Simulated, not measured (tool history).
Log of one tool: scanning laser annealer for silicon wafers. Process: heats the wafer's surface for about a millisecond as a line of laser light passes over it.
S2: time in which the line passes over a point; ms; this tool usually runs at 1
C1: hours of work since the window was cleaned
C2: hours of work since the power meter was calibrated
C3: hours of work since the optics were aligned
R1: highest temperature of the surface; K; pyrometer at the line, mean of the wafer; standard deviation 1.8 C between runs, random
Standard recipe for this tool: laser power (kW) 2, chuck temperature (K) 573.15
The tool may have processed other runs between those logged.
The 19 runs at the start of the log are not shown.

Run 20, hour 1354.1: usual settings but S2 0.9 ms, chuck temperature (K) 610.15; C1 256; C2 1047; C3 1202. Result: R1 1294.15 K.
Run 21, hour 1432: usual settings but laser power (kW) 2.174, S2 0.96 ms, chuck temperature (K) 563.15; C1 289; C2 1080; C3 1234. Result: R1 1323.15 K.
Run 22, hour 1519.8: usual settings but laser power (kW) 2.174, S2 0.96 ms, chuck temperature (K) 563.15; C1 326; C2 1117; C3 1272. Result: R1 1319.15 K.
Run 23, hour 1592.1: usual settings but laser power (kW) 2.174, S2 0.96 ms, chuck temperature (K) 563.15; C1 356; C2 1148; C3 1302. Result: R1 1314.15 K.
Run 24, hour 1679.2: usual settings but laser power (kW) 2.165, S2 0.85 ms, chuck temperature (K) 600.15; C1 393; C2 1184; C3 1339. Result: R1 1298.15 K.
Run 25, hour 1756: usual settings but laser power (kW) 1.926, S2 0.74 ms, chuck temperature (K) 568.15; C1 425; C2 1217; C3 1371. Result: R1 1147.15 K.
Run 26, hour 1810.9: usual settings but laser power (kW) 1.782, S2 1.09 ms, chuck temperature (K) 586.15; C1 449; C2 1240; C3 1395. Result: R1 1250.15 K.
At hour 1831.5: window over the wafer cleaned.
Run 27, hour 1858.5: usual settings but S2 1.03 ms; C1 11; C2 1259; C3 1414. Result: R1 1320.15 K.
Run 28, hour 1933.8: usual settings but laser power (kW) 2.158, S2 1.09 ms, chuck temperature (K) 581.15; C1 43; C2 1291; C3 1446. Result: R1 1407.15 K.
At hour 1969.5: optics aligned, line set to its width.
Run 29, hour 1987.1: usual settings but laser power (kW) 1.708, S2 1.13 ms, chuck temperature (K) 568.15; C1 64; C2 1312; C3 7. Result: R1 1247.15 K.
Run 30, hour 2082.9: usual settings but laser power (kW) 1.708, S2 1.13 ms, chuck temperature (K) 590.15; C1 104; C2 1352; C3 48. Result: R1 1263.15 K.
Run 31, hour 2135.6: usual settings but laser power (kW) 1.904, S2 0.83 ms, chuck temperature (K) 593.15; C1 126; C2 1374; C3 70. Result: R1 1222.15 K.
Run 32, hour 2196.2: usual settings but laser power (kW) 1.904, S2 1.24 ms; C1 152; C2 1400; C3 96. Result: R1 1353.15 K.
Run 33, hour 2237.7: usual settings but laser power (kW) 1.904, S2 1.24 ms; C1 170; C2 1417; C3 113. Result: R1 1349.15 K.

Branching from run 33: 3 alternative next runs. What would each branch give?
Run A, hour 2320.1: usual settings but laser power (kW) 2.157, S2 0.96 ms, chuck temperature (K) 589.15; C1 204; C2 1452; C3 148. Result: R1 ?.
Run B, hour 2320.1: usual settings but laser power (kW) 1.856, S2 1.11 ms, chuck temperature (K) 594.15; C1 204; C2 1452; C3 148. Result: R1 ?.
Run C, hour 2320.1: usual settings but laser power (kW) 2.007, chuck temperature (K) 534.15; C1 204; C2 1452; C3 148. Result: R1 ?.

run       R1
  A  1345.15
  B  1308.15
  C  1260.15
With the hidden condition removed and each run's random variation left untouched, the same runs would have given:
run       R1
  A  1368.15
  B  1330.15
  C  1282.15
